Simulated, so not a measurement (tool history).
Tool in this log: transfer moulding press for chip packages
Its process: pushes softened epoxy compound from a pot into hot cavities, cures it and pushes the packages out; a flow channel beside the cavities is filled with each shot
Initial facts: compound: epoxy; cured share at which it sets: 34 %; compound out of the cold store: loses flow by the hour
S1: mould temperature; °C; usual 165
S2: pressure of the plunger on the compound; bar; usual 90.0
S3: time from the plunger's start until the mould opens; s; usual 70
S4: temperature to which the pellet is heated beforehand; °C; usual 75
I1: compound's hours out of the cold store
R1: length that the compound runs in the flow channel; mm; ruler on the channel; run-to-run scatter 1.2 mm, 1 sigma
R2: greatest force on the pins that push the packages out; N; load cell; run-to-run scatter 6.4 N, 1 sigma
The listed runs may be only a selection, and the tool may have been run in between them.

| run | hour | S1 | S2 | S3 | S4 | I1 | R1 | R2 |
|---|---|---|---|---|---|---|---|---|
| 1 | 0.0 | 165 | 90.0 | 70 | 75 | 35.4 | 552 | 262 |
|  | 16.6 | cavities cleaned with cleaning compound and waxed |
| 2 | 27.4 | 165 | 90.0 | 70 | 75 | 14.2 | 596 | 274 |
| 3 | 57.1 | 165 | 104.1 | 70 | 75 | 36.7 | 595 | 276 |
|  | 66.7 | cavities cleaned with cleaning compound and waxed |
| 4 | 86.3 | 165 | 90.0 | 70 | 81 | 16.4 | 592 | 258 |
| 5 | 113.2 | 165 | 90.0 | 70 | 75 | 30.1 | 565 | 265 |
|  | 117.4 | cavities cleaned with cleaning compound and waxed |
| 6 | 131.1 | 165 | 109.0 | 57 | 81 | 34.8 | 610 | 383 |
| 7 | 153.9 | 171 | 109.0 | 70 | 81 | 21.2 | 621 | 199 |
|  | 167.9 | cavities cleaned with cleaning compound and waxed |
| 8 | 178.9 | 171 | 109.0 | 70 | 81 | 41.1 | 580 | 206 |
|  | 186.2 | plunger's sealing rings changed |
| 9 | 205.9 | 171 | 109.0 | 70 | 81 | 43.0 | 578 | 205 |
|  | 220.5 | cavities cleaned with cleaning compound and waxed |
| 10 | 222.5 | 160 | 99.3 | 84 | 81 | 20.9 | 630 | 257 |

Each row is a separate what-if for the run after 10, all from the same tool condition, not one after another. Results?
| A | 251.2 | 171 | 76.7 | 109 | 75 | 25.2 | ? | ? |
| B | 251.2 | 160 | 99.3 | 103 | 81 | 23.3 | ? | ? |
| C | 251.2 | 160 | 68.5 | 84 | 70 | 34.7 | ? | ? |
| D | 251.2 | 165 | 92.7 | 70 | 75 | 29.1 | ? | ? |
| E | 251.2 | 165 | 69.2 | 71 | 75 | 25.2 | ? | ? |

| run | R1 | R2 |
|---|---|---|
| A | 516 | 186 |
| B | 623 | 213 |
| C | 496 | 262 |
| D | 576 | 261 |
| E | 502 | 262 |
Without the tool's hidden state the same runs would have given:
| run | R1 | R2 |
|---|---|---|
| A | 516 | 184 |
| B | 623 | 212 |
| C | 496 | 259 |
| D | 576 | 259 |
| E | 502 | 260 |
